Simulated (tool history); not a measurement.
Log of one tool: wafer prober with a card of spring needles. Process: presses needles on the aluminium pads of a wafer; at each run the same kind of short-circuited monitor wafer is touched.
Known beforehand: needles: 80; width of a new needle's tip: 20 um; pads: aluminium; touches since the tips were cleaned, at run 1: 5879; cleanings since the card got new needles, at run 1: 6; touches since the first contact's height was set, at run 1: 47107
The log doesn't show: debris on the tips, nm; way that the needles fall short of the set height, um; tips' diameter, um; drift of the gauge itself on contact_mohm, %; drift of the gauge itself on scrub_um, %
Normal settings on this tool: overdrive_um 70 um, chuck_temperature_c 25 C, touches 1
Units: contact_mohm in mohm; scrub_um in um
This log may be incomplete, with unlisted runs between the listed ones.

run	hour	overdrive_um	chuck_temperature_c	touches	touches since the tips were cleaned	cleanings since the card got new needles	touches since the first contact's height was set	contact_mohm	scrub_um
1	0.0	70	25	1	5879	6	47107	230	12.28
# hour 2.1: tips cleaned on abrasive film
2	15.4	70	25	1	5595	7	53556	230	12.23
# hour 17.0: tips cleaned on abrasive film
# hour 31.4: tips cleaned on abrasive film
3	36.6	70	25	1	2206	9	62464	211	12.22
# hour 45.9: tips cleaned on abrasive film
4	58.8	70	25	1	5476	10	71816	226	12.22
# hour 60.5: tips cleaned on abrasive film
# hour 76.0: tips cleaned on abrasive film
5	79.2	71	25	1	1363	12	80348	201	12.35
# hour 90.3: tips cleaned on abrasive film
6	94.3	70	25	1	1682	13	86666	207	12.23
# hour 104.6: tips cleaned on abrasive film
7	108.1	70	25	2	1507	14	92486	196	12.16
8	117.4	70	25	1	5424	14	96403	233	12.18
# hour 120.5: tips cleaned on abrasive film
# hour 135.3: tips cleaned on abrasive film
9	139.9	70	25	2	1947	16	105845	196	12.14
# hour 150.0: tips cleaned on abrasive film
10	159.7	70	73	1	4088	17	114151	229	12.13
# hour 164.2: tips cleaned on abrasive film
11	176.8	70	25	3	5298	18	121333	196	12.10
# hour 179.0: tips cleaned on abrasive film
# hour 179.3: height of the first contact set anew
# hour 194.5: tips cleaned on abrasive film
12	197.3	70	25	1	1174	20	7564	199	12.01
# hour 208.8: tips cleaned on abrasive film
13	211.5	70	25	1	1125	21	13534	198	11.99
# hour 224.4: tips cleaned on abrasive film
14	226.9	70	25	1	1026	22	19999	199	12.00
# hour 239.5: tips cleaned on abrasive film
15	249.3	70	25	1	4164	23	29458	231	11.95
# hour 254.5: tips cleaned on abrasive film
16	265.2	63	116	1	4506	24	36100	256	10.69
# hour 270.1: tips cleaned on abrasive film
# hour 277.0: height of the first contact set anew, once more
17	280.5	90	25	3	4261	25	1485	178	15.79
# hour 285.3: tips cleaned on abrasive film
18	298.8	55	27	2	5717	26	9192	230	9.69
# hour 300.0: tips cleaned on abrasive film
# hour 314.3: tips cleaned on abrasive film
19	314.3	55	88	2	0	28	15657	196	9.67
# hour 328.8: tips cleaned on abrasive film
20	329.9	78	34	1	479	29	22217	189	13.62
# hour 343.1: tips cleaned on abrasive film
21	348.9	67	106	1	2452	30	30197	235	11.69
# hour 358.7: tips cleaned on abrasive film
22	360.7	67	106	1	863	31	35150	211	11.70
23	370.9	67	106	1	5190	31	39477	248	11.69
# hour 374.9: tips cleaned on abrasive film
24	386.6	62	29	1	4963	32	46071	254	10.82
# hour 389.4: tips cleaned on abrasive film
# hour 404.3: tips cleaned on abrasive film
25	409.7	89	26	2	2275	34	55747	187	15.56
# hour 420.5: tips cleaned on abrasive film
26	428.8	70	103	1	3491	35	63767	240	12.18
# hour 434.9: tips cleaned on abrasive film
27	443.0	70	38	1	3392	36	69719	230	12.15

4 ways to go on from here, each from the tool as it stands after run 27. What would each give?
# hour 449.7: tips cleaned on abrasive film
A	454.7	63	25	1	2101	37	74637	?	?
# hour 449.7: tips cleaned on abrasive film
B	454.7	67	63	1	2101	37	74637	?	?
# hour 449.7: tips cleaned on abrasive film
C	454.7	70	38	1	2101	37	74637	?	?
# hour 449.7: tips cleaned on abrasive film
D	454.7	70	109	1	2101	37	74637	?	?

run	contact_mohm	scrub_um
A	224	10.91
B	220	11.62
C	218	12.14
D	221	12.11
Had the tool no hidden state, the same runs would have come out as:
run	contact_mohm	scrub_um
A	174	11.08
B	178	11.79
C	177	12.31
D	186	12.29

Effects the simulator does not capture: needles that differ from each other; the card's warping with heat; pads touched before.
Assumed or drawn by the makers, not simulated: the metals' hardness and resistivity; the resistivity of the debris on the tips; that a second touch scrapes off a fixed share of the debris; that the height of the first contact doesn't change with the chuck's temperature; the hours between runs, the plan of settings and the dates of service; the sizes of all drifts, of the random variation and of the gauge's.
